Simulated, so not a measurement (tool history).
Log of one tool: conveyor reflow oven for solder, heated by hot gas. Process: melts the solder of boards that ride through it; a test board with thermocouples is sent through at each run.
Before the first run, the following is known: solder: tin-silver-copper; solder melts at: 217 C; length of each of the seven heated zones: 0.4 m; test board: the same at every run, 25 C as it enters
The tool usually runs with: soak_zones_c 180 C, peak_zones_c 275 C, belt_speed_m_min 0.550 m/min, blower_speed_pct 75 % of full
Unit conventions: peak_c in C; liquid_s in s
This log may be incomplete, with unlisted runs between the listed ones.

run 1 hour=0.0 | soak_zones_c=180 peak_zones_c=275 belt_speed_m_min=0.550 blower_speed_pct=75 | peak_c=262.6 liquid_s=77.9
run 2 hour=38.4 | soak_zones_c=180 peak_zones_c=275 belt_speed_m_min=0.550 blower_speed_pct=75 | peak_c=263.5 liquid_s=78.2
run 3 hour=78.4 | soak_zones_c=180 peak_zones_c=275 belt_speed_m_min=0.550 blower_speed_pct=75 | peak_c=263.0 liquid_s=78.0
run 4 hour=111.6 | soak_zones_c=180 peak_zones_c=274 belt_speed_m_min=0.550 blower_speed_pct=75 | peak_c=261.4 liquid_s=77.3
run 5 hour=134.7 | soak_zones_c=171 peak_zones_c=275 belt_speed_m_min=0.550 blower_speed_pct=75 | peak_c=261.7 liquid_s=73.2
run 6 hour=173.5 | soak_zones_c=180 peak_zones_c=275 belt_speed_m_min=0.550 blower_speed_pct=75 | peak_c=262.1 liquid_s=77.3
run 7 hour=202.7 | soak_zones_c=180 peak_zones_c=275 belt_speed_m_min=0.550 blower_speed_pct=75 | peak_c=262.8 liquid_s=77.7
run 8 hour=233.6 | soak_zones_c=180 peak_zones_c=275 belt_speed_m_min=0.550 blower_speed_pct=75 | peak_c=262.0 liquid_s=77.5
run 9 hour=258.0 | soak_zones_c=180 peak_zones_c=275 belt_speed_m_min=0.550 blower_speed_pct=75 | peak_c=262.7 liquid_s=77.5
run 10 hour=277.2 | soak_zones_c=180 peak_zones_c=275 belt_speed_m_min=0.550 blower_speed_pct=75 | peak_c=262.3 liquid_s=77.3
run 11 hour=306.6 | soak_zones_c=180 peak_zones_c=275 belt_speed_m_min=0.550 blower_speed_pct=90 | peak_c=263.5 liquid_s=78.6
run 12 hour=329.0 | soak_zones_c=180 peak_zones_c=275 belt_speed_m_min=0.473 blower_speed_pct=90 | peak_c=266.5 liquid_s=94.3
-- hour=336.2 belt drive overhauled, speed set with a stopwatch
run 13 hour=367.4 | soak_zones_c=180 peak_zones_c=275 belt_speed_m_min=0.473 blower_speed_pct=90 | peak_c=266.6 liquid_s=94.4
run 14 hour=398.0 | soak_zones_c=180 peak_zones_c=275 belt_speed_m_min=0.550 blower_speed_pct=75 | peak_c=261.6 liquid_s=77.8
-- hour=405.5 flux residue cleaned out of gas plates and filters
run 15 hour=422.2 | soak_zones_c=186 peak_zones_c=275 belt_speed_m_min=0.550 blower_speed_pct=75 | peak_c=263.3 liquid_s=81.5
run 16 hour=449.0 | soak_zones_c=178 peak_zones_c=285 belt_speed_m_min=0.550 blower_speed_pct=75 | peak_c=272.2 liquid_s=82.4
run 17 hour=474.5 | soak_zones_c=194 peak_zones_c=275 belt_speed_m_min=0.561 blower_speed_pct=75 | peak_c=264.1 liquid_s=83.1
run 18 hour=507.8 | soak_zones_c=176 peak_zones_c=275 belt_speed_m_min=0.550 blower_speed_pct=75 | peak_c=261.4 liquid_s=76.7
-- hour=523.4 belt drive overhauled, speed set with a stopwatch, once more
run 19 hour=531.0 | soak_zones_c=176 peak_zones_c=275 belt_speed_m_min=0.550 blower_speed_pct=75 | peak_c=261.2 liquid_s=73.4
run 20 hour=562.5 | soak_zones_c=176 peak_zones_c=275 belt_speed_m_min=0.550 blower_speed_pct=75 | peak_c=261.2 liquid_s=73.6
run 21 hour=580.1 | soak_zones_c=176 peak_zones_c=275 belt_speed_m_min=0.550 blower_speed_pct=75 | peak_c=261.2 liquid_s=73.2
run 22 hour=610.3 | soak_zones_c=176 peak_zones_c=277 belt_speed_m_min=0.550 blower_speed_pct=75 | peak_c=262.5 liquid_s=74.0
run 23 hour=628.8 | soak_zones_c=186 peak_zones_c=275 belt_speed_m_min=0.561 blower_speed_pct=75 | peak_c=261.6 liquid_s=75.9
run 24 hour=654.0 | soak_zones_c=185 peak_zones_c=279 belt_speed_m_min=0.550 blower_speed_pct=81 | peak_c=266.4 liquid_s=80.3
run 25 hour=674.8 | soak_zones_c=182 peak_zones_c=286 belt_speed_m_min=0.550 blower_speed_pct=81 | peak_c=272.0 liquid_s=81.4
run 26 hour=701.6 | soak_zones_c=182 peak_zones_c=278 belt_speed_m_min=0.552 blower_speed_pct=76 | peak_c=263.9 liquid_s=77.3
run 27 hour=723.6 | soak_zones_c=182 peak_zones_c=278 belt_speed_m_min=0.552 blower_speed_pct=76 | peak_c=263.4 liquid_s=77.1
run 28 hour=743.2 | soak_zones_c=189 peak_zones_c=271 belt_speed_m_min=0.591 blower_speed_pct=65 | peak_c=255.5 liquid_s=69.5
run 29 hour=771.7 | soak_zones_c=189 peak_zones_c=271 belt_speed_m_min=0.496 blower_speed_pct=53 | peak_c=257.8 liquid_s=85.8
run 30 hour=789.3 | soak_zones_c=180 peak_zones_c=275 belt_speed_m_min=0.480 blower_speed_pct=57 | peak_c=262.0 liquid_s=86.8

Results per run with the tool's hidden condition removed, run-to-run variation unchanged:
The hidden state here: heat that the gas passes to the board, % of a clean oven's; belt's true speed, % of the reading; true gas temperature in zones 6 and 7 over the reading, C; drift of the gauge itself on peak_c, C; drift of the gauge itself on liquid_s, %.
run=1 peak_c=263.2 liquid_s=76.5
run=2 peak_c=264.3 liquid_s=76.9
run=3 peak_c=264.0 liquid_s=76.8
run=4 peak_c=262.6 liquid_s=76.2
run=5 peak_c=263.0 liquid_s=72.3
run=6 peak_c=263.6 liquid_s=76.2
run=7 peak_c=264.4 liquid_s=76.8
run=8 peak_c=263.7 liquid_s=76.6
run=9 peak_c=264.6 liquid_s=76.6
run=10 peak_c=264.3 liquid_s=76.5
run=11 peak_c=265.6 liquid_s=77.8
run=12 peak_c=268.6 liquid_s=92.9
run=13 peak_c=268.8 liquid_s=92.6
run=14 peak_c=263.9 liquid_s=76.7
run=15 peak_c=264.3 liquid_s=79.4
run=16 peak_c=273.4 liquid_s=80.2
run=17 peak_c=265.4 liquid_s=80.9
run=18 peak_c=262.9 liquid_s=74.9
run=19 peak_c=263.5 liquid_s=74.7
run=20 peak_c=263.6 liquid_s=75.0
run=21 peak_c=263.7 liquid_s=74.6
run=22 peak_c=265.2 liquid_s=75.4
run=23 peak_c=264.3 liquid_s=77.2
run=24 peak_c=269.2 liquid_s=81.4
run=25 peak_c=275.0 liquid_s=82.4
run=26 peak_c=267.0 liquid_s=78.7
run=27 peak_c=266.6 liquid_s=78.5
run=28 peak_c=258.6 liquid_s=71.3
run=29 peak_c=260.7 liquid_s=87.4
run=30 peak_c=265.2 liquid_s=88.4
